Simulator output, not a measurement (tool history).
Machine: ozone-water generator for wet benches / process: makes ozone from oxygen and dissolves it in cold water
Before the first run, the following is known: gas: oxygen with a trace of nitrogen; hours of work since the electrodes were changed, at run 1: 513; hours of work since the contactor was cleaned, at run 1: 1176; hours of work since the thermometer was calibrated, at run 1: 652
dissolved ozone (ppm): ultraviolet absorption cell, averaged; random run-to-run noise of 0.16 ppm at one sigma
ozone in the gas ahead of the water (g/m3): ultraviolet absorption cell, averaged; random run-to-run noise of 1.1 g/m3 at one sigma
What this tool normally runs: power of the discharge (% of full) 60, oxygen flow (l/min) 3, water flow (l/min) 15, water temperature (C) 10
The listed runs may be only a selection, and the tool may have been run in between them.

run	hour	power of the discharge (% of full)	oxygen flow (l/min)	water flow (l/min)	water temperature (C)	hours of work since the electrodes were changed	hours of work since the contactor was cleaned	hours of work since the thermometer was calibrated	dissolved ozone (ppm)	ozone in the gas ahead of the water (g/m3)
1	0	60	3	15	10	513	1176	652	19.5	204.6
2	26.3	71	3	15	10	532	1195	671	22	231.8
3	58.4	60	3	15	10	555	1218	694	19.4	200.3
4	78	60	1.86	15	10	569	1233	708	16	232.8
5	104.3	60	3	15	10	588	1252	727	19.3	202.3
6	133.2	60	3	15	10	609	1273	748	19.3	201.3
7	152.1	60	2.01	15	10	623	1286	761	16.3	229
8	180.5	60	2.01	15	10	643	1307	782	16.5	229.7
9	199	44	4.64	14	10	657	1320	795	17.9	136.5
10	228.7	81	4.6	14	10	678	1341	817	29.6	222.7
11	257.2	81	4.6	14	10	699	1362	837	29.3	225.6
12	281.8	67	4.8	14	14	717	1380	855	24	190.4
13	313.3	41	4.8	14	14	739	1403	878	16.1	126.7
14	327.3	41	2.45	14	14	749	1413	888	13.5	156.9

Hidden state or all else? Some run-to-run changes of dissolved ozone (ppm), split into what the settings, what came in and random variation would give without the hidden state, and what is left for the hidden state (with any gauge scatter that isn't in both results):
Unlogged tool condition in this case: yield of the discharge, % of new electrodes'; contactor's efficiency, % of a clean one's; true water temperature over the reading, C; drift of the gauge itself on ozone_ppm, %; drift of the gauge itself on gas_g_m3, %.
Run 9 -> 10: power of the discharge (% of full) 44 -> 81, oxygen flow (l/min) 4.64 -> 4.6. dissolved ozone (ppm) +11.7: hidden state -1, all else +12.7.
